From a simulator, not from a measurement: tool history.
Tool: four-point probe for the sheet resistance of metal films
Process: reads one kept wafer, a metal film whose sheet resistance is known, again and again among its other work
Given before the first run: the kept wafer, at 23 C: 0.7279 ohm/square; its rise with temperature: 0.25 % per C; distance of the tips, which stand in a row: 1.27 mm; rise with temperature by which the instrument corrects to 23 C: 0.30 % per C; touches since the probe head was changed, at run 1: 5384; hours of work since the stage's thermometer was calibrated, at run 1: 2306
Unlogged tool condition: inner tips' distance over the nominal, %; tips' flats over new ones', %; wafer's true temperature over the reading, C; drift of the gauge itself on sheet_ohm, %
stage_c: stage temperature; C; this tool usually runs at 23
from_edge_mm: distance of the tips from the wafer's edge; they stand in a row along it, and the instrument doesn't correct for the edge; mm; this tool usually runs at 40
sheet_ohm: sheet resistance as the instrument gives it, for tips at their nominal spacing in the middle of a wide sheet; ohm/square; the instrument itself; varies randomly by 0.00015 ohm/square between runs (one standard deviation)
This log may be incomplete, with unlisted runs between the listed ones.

| run | hour | stage_c | from_edge_mm | touches since the probe head was changed | hours of work since the stage's thermometer was calibrated | sheet_ohm |
|---|---|---|---|---|---|---|
| 1 | 0.0 | 23 | 40 | 5384 | 2306 | 0.730067 |
| 2 | 14.5 | 23 | 40 | 5774 | 2315 | 0.729878 |
| 3 | 30.7 | 23 | 14 | 6205 | 2325 | 0.732803 |
| 4 | 43.5 | 23 | 14 | 6549 | 2334 | 0.732998 |
| 5 | 64.3 | 23 | 40 | 7105 | 2347 | 0.730146 |
| 6 | 78.4 | 23 | 40 | 7481 | 2356 | 0.729919 |
| 7 | 94.5 | 23 | 40 | 7913 | 2366 | 0.730005 |
| 8 | 107.7 | 23 | 40 | 8266 | 2374 | 0.730006 |
| 9 | 125.7 | 26 | 6 | 8747 | 2386 | 0.745982 |
| 10 | 143.8 | 26 | 6 | 9231 | 2397 | 0.745534 |
| 11 | 152.4 | 26 | 6 | 9461 | 2403 | 0.745579 |
| 12 | 172.6 | 22 | 9 | 10001 | 2416 | 0.737629 |

Run 13 is up next; what results do you expect?
| 13 | 185.2 | 22 | 46 | 10338 | 2424 | ? |

Run 13 came out at sheet_ohm 0.729847 ohm/square.
Take away the tool's hidden state, keep the run-to-run variation as it was, and the same run would have given sheet_ohm 0.728309 ohm/square.
